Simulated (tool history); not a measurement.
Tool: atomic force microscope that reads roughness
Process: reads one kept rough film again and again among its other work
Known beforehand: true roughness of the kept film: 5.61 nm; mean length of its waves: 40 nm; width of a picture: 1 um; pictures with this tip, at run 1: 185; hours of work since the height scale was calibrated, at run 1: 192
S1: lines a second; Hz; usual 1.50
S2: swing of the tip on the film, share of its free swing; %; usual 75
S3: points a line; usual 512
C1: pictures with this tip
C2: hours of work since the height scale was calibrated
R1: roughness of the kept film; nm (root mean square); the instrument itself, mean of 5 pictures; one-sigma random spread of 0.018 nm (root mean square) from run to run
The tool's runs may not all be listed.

run,hour,S1,S2,S3,C1,C2,R1
1,0.0,1.50,75,512,185,192,4.355
2,7.9,1.50,80,512,199,196,4.245
3,16.4,1.50,80,512,213,201,4.202
# hour 21.7: new tip fitted
4,25.6,1.50,75,512,6,205,4.429
5,38.7,1.50,75,512,28,212,4.394
6,45.6,1.50,75,601,40,215,4.397
7,54.7,1.50,90,334,55,220,3.901
8,68.6,1.50,90,334,78,227,3.910
9,82.5,0.54,90,334,101,234,4.500
10,97.2,0.66,88,825,125,241,4.474

Each row is a separate what-if for the run after 10, all from the same tool condition, not one after another. Results?
A,107.6,1.26,75,1015,143,246,?
B,107.6,1.50,66,923,143,246,?
C,107.6,2.06,88,336,143,246,?

run,R1
A,4.490
B,4.577
C,3.735
Had the tool no hidden state, the same runs would have come out as:
run,R1
A,4.502
B,4.590
C,3.745

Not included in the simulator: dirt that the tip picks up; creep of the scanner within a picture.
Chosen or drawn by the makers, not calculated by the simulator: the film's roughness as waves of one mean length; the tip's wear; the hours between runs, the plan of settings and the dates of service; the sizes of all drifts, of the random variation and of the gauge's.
